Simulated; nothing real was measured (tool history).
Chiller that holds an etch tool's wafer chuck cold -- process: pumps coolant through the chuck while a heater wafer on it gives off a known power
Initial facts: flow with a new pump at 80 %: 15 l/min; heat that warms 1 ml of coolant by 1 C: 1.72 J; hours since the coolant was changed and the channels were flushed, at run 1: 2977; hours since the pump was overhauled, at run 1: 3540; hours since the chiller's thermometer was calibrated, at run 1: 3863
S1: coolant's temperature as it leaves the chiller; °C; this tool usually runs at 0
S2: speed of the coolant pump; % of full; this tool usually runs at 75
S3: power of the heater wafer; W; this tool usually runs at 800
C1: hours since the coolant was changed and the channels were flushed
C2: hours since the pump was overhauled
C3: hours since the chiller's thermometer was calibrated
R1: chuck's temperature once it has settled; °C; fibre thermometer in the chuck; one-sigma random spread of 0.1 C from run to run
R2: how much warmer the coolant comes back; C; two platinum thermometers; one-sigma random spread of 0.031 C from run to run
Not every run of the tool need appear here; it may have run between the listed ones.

run 1 hour=0 | S1=0 S2=75 S3=800 | C1=2977 C2=3540 C3=3863 | R1=7.6 R2=2.06
run 2 hour=57.5 | S1=0 S2=75 S3=800 | C1=3035 C2=3598 C3=3920 | R1=7.6 R2=2.1
run 3 hour=108.1 | S1=1 S2=75 S3=800 | C1=3085 C2=3649 C3=3971 | R1=8.4 R2=2.09
run 4 hour=176.1 | S1=1 S2=75 S3=800 | C1=3153 C2=3717 C3=4039 | R1=8.4 R2=2.12
-- hour=244.4 chiller's thermometer calibrated
run 5 hour=296.5 | S1=0 S2=75 S3=800 | C1=3273 C2=3836 C3=52 | R1=8.2 R2=2.09
run 6 hour=369.5 | S1=0 S2=75 S3=800 | C1=3345 C2=3909 C3=125 | R1=8.1 R2=2.07
run 7 hour=437.8 | S1=0 S2=75 S3=800 | C1=3414 C2=3977 C3=193 | R1=8.2 R2=2.12
run 8 hour=557.7 | S1=0 S2=75 S3=800 | C1=3534 C2=4097 C3=313 | R1=8.1 R2=2.17
run 9 hour=655.2 | S1=0 S2=73 S3=800 | C1=3631 C2=4195 C3=411 | R1=8.1 R2=2.18
run 10 hour=713.9 | S1=0 S2=75 S3=800 | C1=3690 C2=4253 C3=470 | R1=8.1 R2=2.13
run 11 hour=798.4 | S1=0 S2=75 S3=800 | C1=3774 C2=4338 C3=554 | R1=8.1 R2=2.14
run 12 hour=854.9 | S1=0 S2=75 S3=800 | C1=3831 C2=4394 C3=611 | R1=8.2 R2=2.15
run 13 hour=923.9 | S1=0 S2=75 S3=800 | C1=3900 C2=4463 C3=679 | R1=8.1 R2=2.12
run 14 hour=973.4 | S1=-3 S2=75 S3=800 | C1=3949 C2=4513 C3=729 | R1=5 R2=2.13
run 15 hour=1070.6 | S1=0 S2=75 S3=747 | C1=4047 C2=4610 C3=826 | R1=7.6 R2=2.03
-- hour=1086.4 coolant pump overhauled
run 16 hour=1186.7 | S1=0 S2=75 S3=800 | C1=4158 C2=100 C3=937 | R1=8.5 R2=2.29
run 17 hour=1273.7 | S1=0 S2=75 S3=800 | C1=4245 C2=187 C3=1024 | R1=8.4 R2=2.29
run 18 hour=1359.2 | S1=0 S2=63 S3=964 | C1=4330 C2=273 C3=1110 | R1=11.6 R2=3.24
run 19 hour=1459.5 | S1=-8 S2=87 S3=513 | C1=4431 C2=373 C3=1210 | R1=-3.2 R2=1.19
run 20 hour=1576.2 | S1=9 S2=75 S3=800 | C1=4547 C2=490 C3=1327 | R1=17.4 R2=2.25
-- hour=1613.4 coolant changed, channels flushed
run 21 hour=1669 | S1=9 S2=75 S3=800 | C1=56 C2=577 C3=1414 | R1=16.6 R2=2.29
-- hour=1753.5 coolant pump overhauled, once more
run 22 hour=1782.3 | S1=0 S2=84 S3=409 | C1=164 C2=29 C3=1522 | R1=3.3 R2=0.94
run 23 hour=1870.1 | S1=0 S2=69 S3=409 | C1=252 C2=117 C3=1610 | R1=3.7 R2=1.12
run 24 hour=1957 | S1=-7 S2=96 S3=949 | C1=339 C2=204 C3=1697 | R1=0 R2=1.76
run 25 hour=2059.3 | S1=10 S2=69 S3=510 | C1=441 C2=306 C3=1799 | R1=14.6 R2=1.4
run 26 hour=2178.2 | S1=10 S2=69 S3=510 | C1=560 C2=425 C3=1918 | R1=14.8 R2=1.39
run 27 hour=2270.8 | S1=-8 S2=71 S3=805 | C1=652 C2=517 C3=2010 | R1=-0.6 R2=2.16
run 28 hour=2361.4 | S1=0 S2=75 S3=570 | C1=743 C2=608 C3=2101 | R1=5 R2=1.44
run 29 hour=2441 | S1=0 S2=75 S3=570 | C1=823 C2=688 C3=2181 | R1=5 R2=1.46
run 30 hour=2549 | S1=-10 S2=64 S3=1142 | C1=931 C2=796 C3=2289 | R1=1.5 R2=3.41
run 31 hour=2621.7 | S1=-10 S2=64 S3=1142 | C1=1003 C2=868 C3=2361 | R1=1.5 R2=3.51
run 32 hour=2700.9 | S1=-10 S2=64 S3=982 | C1=1083 C2=947 C3=2441 | R1=-0.1 R2=2.98

Hidden state at the last listed run before each entry between runs and at the first one after, where it differs:
Logged between run 4 and run 5: chiller's thermometer calibrated (hour 244.4)
  heat passed by the chuck's channels, % of clean ones': 90.9 -> 90.5; flow at a given pump speed, % of a new pump's: 94.2 -> 94.1; coolant's true temperature over the reading, C: -0.51 -> 0.04
  measured result minus the result with no hidden state, R1: +0.4 -> +0.9 °C; R2: +0.13 -> +0.13 C
Logged between run 15 and run 16: coolant pump overhauled (hour 1086.4)
  heat passed by the chuck's channels, % of clean ones': 88.3 -> 88; flow at a given pump speed, % of a new pump's: 93.1 -> 89.8; coolant's true temperature over the reading, C: -0.08 -> -0.09
  measured result minus the result with no hidden state, R1: +1 -> +1.3 °C; R2: +0.14 -> +0.23 C
Logged between run 20 and run 21: coolant changed, channels flushed (hour 1613.4)
  heat passed by the chuck's channels, % of clean ones': 86.9 -> 98.9; flow at a given pump speed, % of a new pump's: 89.3 -> 89.2; coolant's true temperature over the reading, C: -0.15 -> -0.16
  measured result minus the result with no hidden state, R1: +1.4 -> +0.5 °C; R2: +0.24 -> +0.25 C
Logged between run 21 and run 22: coolant pump overhauled, once more (hour 1753.5)
  heat passed by the chuck's channels, % of clean ones': 98.9 -> 98.6; flow at a given pump speed, % of a new pump's: 89.2 -> 99.7; coolant's true temperature over the reading, C: -0.16 -> -0.18
  measured result minus the result with no hidden state, R1: +0.5 -> -0.2 °C; R2: +0.25 -> +0 C
